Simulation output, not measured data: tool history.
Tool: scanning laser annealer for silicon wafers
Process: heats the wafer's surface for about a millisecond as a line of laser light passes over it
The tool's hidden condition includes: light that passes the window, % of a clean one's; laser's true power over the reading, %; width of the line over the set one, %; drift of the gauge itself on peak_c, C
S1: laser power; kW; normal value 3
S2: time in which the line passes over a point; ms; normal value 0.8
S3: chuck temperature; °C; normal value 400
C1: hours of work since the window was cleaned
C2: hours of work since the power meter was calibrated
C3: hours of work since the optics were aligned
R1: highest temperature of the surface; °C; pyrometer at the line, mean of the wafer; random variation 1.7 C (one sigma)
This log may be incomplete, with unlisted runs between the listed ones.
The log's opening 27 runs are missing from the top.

| run | hour | S1 | S2 | S3 | C1 | C2 | C3 | R1 |
|---|---|---|---|---|---|---|---|---|
| 28 | 696.5 | 3 | 0.863 | 384 | 572 | 1245 | 169 | 1178 |
| 29 | 715.7 | 2.626 | 0.932 | 374 | 587 | 1260 | 184 | 1090 |
| 30 | 745.6 | 3.168 | 0.938 | 376 | 610 | 1283 | 207 | 1252 |
| 31 | 765.7 | 2.771 | 0.771 | 376 | 626 | 1298 | 222 | 1068 |
| 32 | 781.3 | 3.02 | 0.749 | 383 | 637 | 1310 | 234 | 1129 |
| 33 | 803.9 | 3.02 | 0.749 | 383 | 655 | 1328 | 252 | 1127 |
| 34 | 829.8 | 2.657 | 0.8 | 400 | 675 | 1348 | 271 | 1070 |
| 35 | 845.4 | 3.082 | 0.988 | 413 | 687 | 1360 | 283 | 1283 |
| 36 | 867.8 | 2.932 | 0.947 | 376 | 704 | 1377 | 301 | 1188 |
|  | 873.1 | window over the wafer cleaned |
| 37 | 899.4 | 2.932 | 0.947 | 376 | 20 | 1399 | 323 | 1190 |
| 38 | 916.8 | 2.87 | 0.623 | 410 | 34 | 1413 | 337 | 1056 |

Run 39 comes next. What will it give?
| 39 | 942.7 | 2.87 | 0.623 | 410 | 53 | 1433 | 357 | ? |

{"run 39": {"R1": 1055}}
With the hidden condition absent and the run-to-run variation left alone, this run would have shown R1 1055 °C.
